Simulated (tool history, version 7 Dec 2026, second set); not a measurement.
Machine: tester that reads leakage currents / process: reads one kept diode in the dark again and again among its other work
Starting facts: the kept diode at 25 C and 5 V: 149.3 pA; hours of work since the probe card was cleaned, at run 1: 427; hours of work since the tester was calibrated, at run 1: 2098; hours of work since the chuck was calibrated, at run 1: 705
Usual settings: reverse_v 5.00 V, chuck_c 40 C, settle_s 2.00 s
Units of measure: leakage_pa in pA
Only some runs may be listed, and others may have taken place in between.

| run | hour | reverse_v | chuck_c | settle_s | hours of work since the probe card was cleaned | hours of work since the tester was calibrated | hours of work since the chuck was calibrated | leakage_pa |
|---|---|---|---|---|---|---|---|---|
| 1 | 0.0 | 5.00 | 40 | 2.00 | 427 | 2098 | 705 | 535.97 |
| 2 | 59.8 | 5.00 | 40 | 1.14 | 464 | 2135 | 741 | 536.24 |
| 3 | 110.1 | 5.00 | 40 | 1.14 | 495 | 2166 | 772 | 535.39 |
| 4 | 177.3 | 4.21 | 40 | 2.00 | 536 | 2207 | 814 | 492.57 |
| 5 | 261.1 | 5.00 | 40 | 2.00 | 588 | 2259 | 866 | 535.54 |
| 6 | 320.4 | 5.00 | 40 | 2.00 | 624 | 2295 | 902 | 533.48 |
| 7 | 391.5 | 5.00 | 40 | 2.00 | 668 | 2339 | 946 | 533.42 |
| 8 | 468.6 | 5.00 | 40 | 2.00 | 716 | 2387 | 993 | 539.02 |
| 9 | 555.2 | 5.00 | 40 | 2.00 | 769 | 2440 | 1047 | 537.23 |
| 10 | 648.6 | 5.00 | 54 | 2.00 | 827 | 2498 | 1104 | 1578.34 |
| 11 | 721.7 | 5.00 | 54 | 2.00 | 872 | 2543 | 1150 | 1579.69 |
|  | 796.7 | chuck's temperature calibrated |
| 12 | 816.9 | 5.00 | 54 | 2.00 | 929 | 2600 | 12 | 1584.87 |
| 13 | 867.7 | 5.00 | 54 | 2.00 | 961 | 2632 | 44 | 1584.73 |
| 14 | 955.1 | 5.00 | 54 | 2.00 | 1015 | 2686 | 98 | 1582.27 |
| 15 | 1014.1 | 9.58 | 25 | 2.87 | 1051 | 2722 | 134 | 205.17 |
| 16 | 1109.1 | 1.75 | 32 | 0.87 | 1109 | 2781 | 193 | 166.30 |
| 17 | 1196.6 | 1.75 | 32 | 0.87 | 1163 | 2835 | 247 | 166.06 |
| 18 | 1274.9 | 1.33 | 21 | 2.00 | 1212 | 2883 | 295 | 54.79 |
| 19 | 1317.7 | 2.50 | 44 | 2.92 | 1238 | 2909 | 321 | 527.07 |
|  | 1344.4 | probe card cleaned and baked |
| 20 | 1399.8 | 1.20 | 34 | 2.00 | 34 | 2958 | 370 | 163.29 |
| 21 | 1469.5 | 3.90 | 40 | 0.81 | 77 | 3001 | 413 | 473.55 |
| 22 | 1550.1 | 3.90 | 40 | 6.96 | 127 | 3051 | 463 | 473.34 |
| 23 | 1623.6 | 3.90 | 40 | 6.96 | 172 | 3096 | 508 | 474.23 |
| 24 | 1666.2 | 3.90 | 52 | 6.96 | 198 | 3122 | 534 | 1201.88 |
| 25 | 1727.1 | 13.11 | 36 | 0.45 | 236 | 3160 | 572 | 617.36 |
| 26 | 1767.9 | 13.11 | 41 | 1.65 | 261 | 3185 | 597 | 922.96 |
| 27 | 1823.0 | 1.06 | 32 | 0.32 | 295 | 3219 | 631 | 130.50 |

Branching from run 27: 5 alternative next runs. What would each branch give?
| A | 1915.3 | 3.40 | 49 | 0.51 | 352 | 3276 | 688 | ? |
| B | 1915.3 | 5.00 | 28 | 3.79 | 352 | 3276 | 688 | ? |
| C | 1915.3 | 17.78 | 40 | 0.59 | 352 | 3276 | 688 | ? |
| D | 1915.3 | 5.83 | 38 | 0.74 | 352 | 3276 | 688 | ? |
| E | 1915.3 | 5.30 | 32 | 1.60 | 352 | 3276 | 688 | ? |

| run | leakage_pa |
|---|---|
| A | 900.92 |
| B | 194.26 |
| C | 985.01 |
| D | 490.09 |
| E | 283.63 |
Without the tool's unlogged condition, the same runs would have read:
| run | leakage_pa |
|---|---|
| A | 900.59 |
| B | 194.17 |
| C | 984.62 |
| D | 489.90 |
| E | 283.51 |

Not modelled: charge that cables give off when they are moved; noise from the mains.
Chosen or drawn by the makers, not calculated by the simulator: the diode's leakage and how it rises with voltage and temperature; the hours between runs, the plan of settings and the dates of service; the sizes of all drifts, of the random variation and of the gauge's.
